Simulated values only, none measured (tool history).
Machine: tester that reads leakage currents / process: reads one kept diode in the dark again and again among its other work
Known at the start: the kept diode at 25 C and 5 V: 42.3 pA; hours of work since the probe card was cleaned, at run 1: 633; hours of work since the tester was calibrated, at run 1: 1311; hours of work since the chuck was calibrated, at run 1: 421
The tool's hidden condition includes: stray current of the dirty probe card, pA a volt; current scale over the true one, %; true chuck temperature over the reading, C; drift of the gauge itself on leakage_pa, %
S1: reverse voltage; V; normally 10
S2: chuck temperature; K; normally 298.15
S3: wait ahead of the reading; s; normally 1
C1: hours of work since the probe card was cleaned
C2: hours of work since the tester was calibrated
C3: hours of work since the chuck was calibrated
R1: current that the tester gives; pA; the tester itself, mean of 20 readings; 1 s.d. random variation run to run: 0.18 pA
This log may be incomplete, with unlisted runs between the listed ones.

run	hour	S1	S2	S3	C1	C2	C3	R1
1	0	10	298.15	1	633	1311	421	70.82
2	112.8	10	298.15	1	697	1375	485	71.88
3	260.9	10	298.15	1	782	1459	569	73.5
4	467	10	298.15	1	899	1576	687	75.18
5	672.5	10	298.15	1	1016	1693	803	77.05
6	785.2	10	298.15	1	1080	1757	868	78.08
7	941.2	10	298.15	1	1168	1846	956	79.82
8	1144.1	10	298.15	1	1284	1961	1072	81.89
9	1271.9	10	298.15	1	1356	2034	1144	82.85
10	1390.3	10	298.15	1	1424	2101	1212	84.32
11	1602.5	10	298.15	1	1544	2222	1332	86.68
# hour 1708.2: probe card cleaned and baked
12	1786.6	10	307.15	1	45	2325	1435	137.76
13	1961.9	10	303.15	1	144	2425	1535	99.36
14	2048.9	10	303.15	1	194	2474	1584	99.94
15	2183.6	10	298.15	0.42	270	2551	1661	69.75
16	2303.3	2.9	298.15	1	338	2619	1729	37.85
17	2411.4	6.4	298.15	1	400	2680	1790	55.44
18	2509.5	6.4	298.15	4.38	456	2736	1846	54.86
19	2651.4	6.4	298.15	4.38	536	2817	1927	55.65
20	2787.3	6.4	298.15	4.38	614	2894	2004	56.79
21	2911.4	6.6	302.15	4.38	684	2965	2075	80.84
22	3037.9	6.6	302.15	4.38	756	3037	2147	82.04
# hour 3123.3: chuck's temperature calibrated
23	3145	3.6	298.15	0.32	816	3096	12	44.69
24	3360.2	11.7	308.15	0.3	938	3219	135	177.14
25	3476.9	11.7	308.15	0.3	1005	3285	201	180.01
26	3667.1	6.7	327.15	0.4	1113	3393	309	583.84
27	3757.2	1.9	309.15	1.75	1164	3444	360	79.97
28	3853.4	8.8	309.15	1.75	1219	3499	415	166.02
29	4058.2	1.3	298.15	6.09	1335	3616	532	26.95
30	4226	3.2	330.15	2.14	1431	3711	627	531.98
31	4332.6	2.1	318.15	0.6	1491	3772	688	176.27
32	4473	2.1	300.15	2.7	1571	3852	768	41.54
# hour 4525.8: probe card cleaned and baked
33	4595.5	3.9	298.15	2.01	40	3919	835	40.04
34	4781.1	1.9	298.15	2.74	145	4025	941	29.63
35	4985.2	2.1	298.15	1	261	4141	1057	31.97
36	5162.7	10	301.15	4.51	362	4242	1158	84.34
37	5331.7	10	301.15	4.51	458	4338	1254	86.53
38	5466.8	6.9	321.15	1.29	535	4415	1331	378.53
39	5590.6	4	303.15	0.52	606	4485	1401	69.87
40	5732.6	4	321.15	0.52	686	4566	1482	299.37

Branching from run 40: 4 alternative next runs. What would each branch give?
A	5942	10	314.15	7.42	805	4685	1601	?
B	5942	4	306.15	0.77	805	4685	1601	?
C	5942	6.1	307.15	1	805	4685	1601	?
D	5942	4.5	323.15	0.46	805	4685	1601	?

run	R1
A	259.39
B	90.33
C	119.47
D	371.08
What these runs would have given with no unlogged condition in the tool:
run	R1
A	233.23
B	80.49
C	105.48
D	346.1
